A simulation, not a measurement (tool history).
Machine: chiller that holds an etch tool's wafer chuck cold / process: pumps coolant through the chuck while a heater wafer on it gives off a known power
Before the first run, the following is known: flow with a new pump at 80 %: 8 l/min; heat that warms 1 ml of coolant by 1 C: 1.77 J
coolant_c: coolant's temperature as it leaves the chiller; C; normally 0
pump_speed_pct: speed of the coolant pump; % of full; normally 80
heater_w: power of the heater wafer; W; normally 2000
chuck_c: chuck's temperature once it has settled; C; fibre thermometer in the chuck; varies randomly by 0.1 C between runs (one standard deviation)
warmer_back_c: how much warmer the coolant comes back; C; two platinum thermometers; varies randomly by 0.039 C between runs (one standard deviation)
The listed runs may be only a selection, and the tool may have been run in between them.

| run | hour | coolant_c | pump_speed_pct | heater_w | chuck_c | warmer_back_c |
|---|---|---|---|---|---|---|
| 1 | 0 | 0 | 80 | 2000 | 21.2 | 8.45 |
| 2 | 31.2 | 0 | 80 | 2000 | 21.5 | 8.4 |
| 3 | 50.6 | 0 | 80 | 2000 | 21.2 | 8.51 |
| 4 | 66.2 | 0 | 80 | 2288 | 24.4 | 9.63 |
| 5 | 96.6 | 0 | 80 | 2288 | 24.7 | 9.63 |
| 6 | 119.2 | 0 | 80 | 2288 | 24.5 | 9.66 |
| 7 | 144.2 | 0 | 80 | 1491 | 15.9 | 6.21 |
| 8 | 167.8 | 0 | 75 | 1491 | 16.8 | 6.55 |
| 9 | 189.4 | 0 | 75 | 1491 | 17 | 6.65 |
| 10 | 208.2 | 0 | 75 | 1491 | 16.8 | 6.62 |
| 11 | 242.4 | 0 | 75 | 1491 | 16.9 | 6.51 |
| 12 | 263.7 | 0 | 96 | 1491 | 13.7 | 5.14 |
| 13 | 281.2 | 0 | 96 | 1491 | 13.8 | 5.11 |
| 14 | 302.2 | 0 | 80 | 2000 | 21.3 | 8.33 |
| 15 | 331.3 | 0 | 80 | 2000 | 21.5 | 8.29 |
| 16 | 367.9 | 0 | 80 | 2000 | 21.3 | 8.19 |
|  | 396.8 | coolant changed, channels flushed |
|  | 397.4 | gauge calibrated |
| 17 | 397.4 | 5 | 62 | 2268 | 34.7 | 12.21 |
| 18 | 425.4 | 5 | 62 | 2268 | 34.7 | 12.3 |
| 19 | 441.4 | -4 | 71 | 1229 | 10.5 | 5.78 |
| 20 | 475.7 | -6 | 73 | 1313 | 9.1 | 6.02 |
| 21 | 506.6 | 0 | 72 | 1433 | 16.8 | 6.62 |
| 22 | 524.1 | 10 | 94 | 2000 | 28.8 | 7.18 |
| 23 | 543.9 | 0 | 93 | 1450 | 13.6 | 5.19 |
| 24 | 575.8 | 0 | 93 | 1450 | 13.9 | 5.23 |
| 25 | 591.2 | 7 | 61 | 2000 | 33.6 | 10.86 |
| 26 | 622 | 7 | 61 | 2000 | 33.7 | 10.85 |
| 27 | 638.5 | 7 | 61 | 2000 | 33.5 | 10.71 |
| 28 | 656.6 | -7 | 83 | 2504 | 18.9 | 10.12 |
| 29 | 681.6 | -7 | 83 | 2504 | 19 | 10.03 |
| 30 | 710.7 | -6 | 80 | 2000 | 15.4 | 8.3 |
| 31 | 726.6 | -6 | 80 | 2000 | 15.3 | 8.22 |

What if the next run were any one of these 3? Each begins from the tool's condition after run 31:
| A | 748.2 | -6 | 78 | 2000 | ? | ? |
| B | 748.2 | 7 | 80 | 1204 | ? | ? |
| C | 748.2 | 0 | 80 | 1019 | ? | ? |

| run | chuck_c | warmer_back_c |
|---|---|---|
| A | 15.9 | 8.46 |
| B | 19.6 | 4.85 |
| C | 10.9 | 4.07 |
Without the tool's unlogged condition, the same runs would have read:
| run | chuck_c | warmer_back_c |
|---|---|---|
| A | 15.9 | 8.71 |
| B | 19.6 | 5.1 |
| C | 10.9 | 4.32 |
